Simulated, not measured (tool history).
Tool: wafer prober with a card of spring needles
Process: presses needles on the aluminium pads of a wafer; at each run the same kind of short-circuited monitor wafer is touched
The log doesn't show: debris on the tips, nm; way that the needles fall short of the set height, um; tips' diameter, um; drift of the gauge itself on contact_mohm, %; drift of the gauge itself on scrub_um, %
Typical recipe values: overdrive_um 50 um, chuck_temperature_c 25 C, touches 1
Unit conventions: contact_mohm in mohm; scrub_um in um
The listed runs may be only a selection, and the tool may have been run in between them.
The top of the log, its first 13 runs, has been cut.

run   hour  overdrive_um  chuck_temperature_c  touches  touches since the tips were cleaned  cleanings since the card got new needles  touches since the first contact's height was set  contact_mohm  scrub_um
 14  263.1            57                   25        2                                 3654                                        37                                            150584           269    11.246
     281.3  -- tips cleaned on abrasive film
 15  286.9            57                   25        2                                 1400                                        38                                            156557           259    11.270
 16  303.2            50                   25        1                                 5498                                        38                                            160655           290     9.866
     314.0  -- tips cleaned on abrasive film
 17  315.7            50                   25        2                                  432                                        39                                            163792           256     9.843
 18  330.5            50                   72        1                                 4149                                        39                                            167509           300     9.856
     346.5  -- tips cleaned on abrasive film
 19  355.1            39                   46        1                                 2187                                        40                                            173691           303     7.639
 20  376.5            45                   56        1                                 7558                                        40                                            179062           320     8.839
     380.4  -- tips cleaned on abrasive film
 21  397.3            45                   56        1                                 4261                                        41                                            184295           303     8.823
     407.1  -- height of the first contact set anew
 22  408.9            50                   64        1                                 7088                                        41                                               447           300    10.007
     413.1  -- tips cleaned on abrasive film
 23  422.8            50                   64        1                                 2453                                        42                                              3931           289     9.992
     445.3  -- tips cleaned on abrasive film
 24  445.3            50                   38        1                                    0                                        43                                              9561           255     9.990
 25  460.0            50                   58        1                                 3702                                        43                                             13263           291     9.982
 26  472.8            50                   58        1                                 6924                                        43                                             16485           306    10.000
     478.8  -- tips cleaned on abrasive film
 27  497.2            50                   58        1                                 4631                                        44                                             22620           294    10.007
     512.6  -- tips cleaned on abrasive film
 28  523.3            68                   25        1                                 2701                                        45                                             29162           266    13.575
 29  543.0            68                   25        1                                 7658                                        45                                             34119           282    13.569
     546.1  -- tips cleaned on abrasive film
 30  554.8            50                   77        2                                 2196                                        46                                             37066           275     9.962
 31  575.0            50                   79        3                                 7272                                        46                                             42142           278     9.988
     579.2  -- tips cleaned on abrasive film
 32  590.2            50                   79        3                                 2774                                        47                                             45947           282     9.964
 33  610.2            50                   79        3                                 7814                                        47                                             50987           281     9.965

Here are 4 independent what-if runs from the current tool condition. What would each one return?
     611.4  -- tips cleaned on abrasive film
  A  623.9            36                  106        2                                 3130                                        48                                             54402             ?         ?
     611.4  -- tips cleaned on abrasive film
  B  623.9            50                   79        2                                 3130                                        48                                             54402             ?         ?
     611.4  -- tips cleaned on abrasive film
  C  623.9            57                   93        1                                 3130                                        48                                             54402             ?         ?
     611.4  -- tips cleaned on abrasive film
  D  623.9            60                   79        3                                 3130                                        48                                             54402             ?         ?

run  contact_mohm  scrub_um
  A           309     7.147
  B           280     9.946
  C           288    11.332
  D           269    11.937
Take away the tool's hidden state, keep each run's random variation, and the runs would have read:
run  contact_mohm  scrub_um
  A           281     7.200
  B           262    10.000
  C           266    11.386
  D           261    11.991
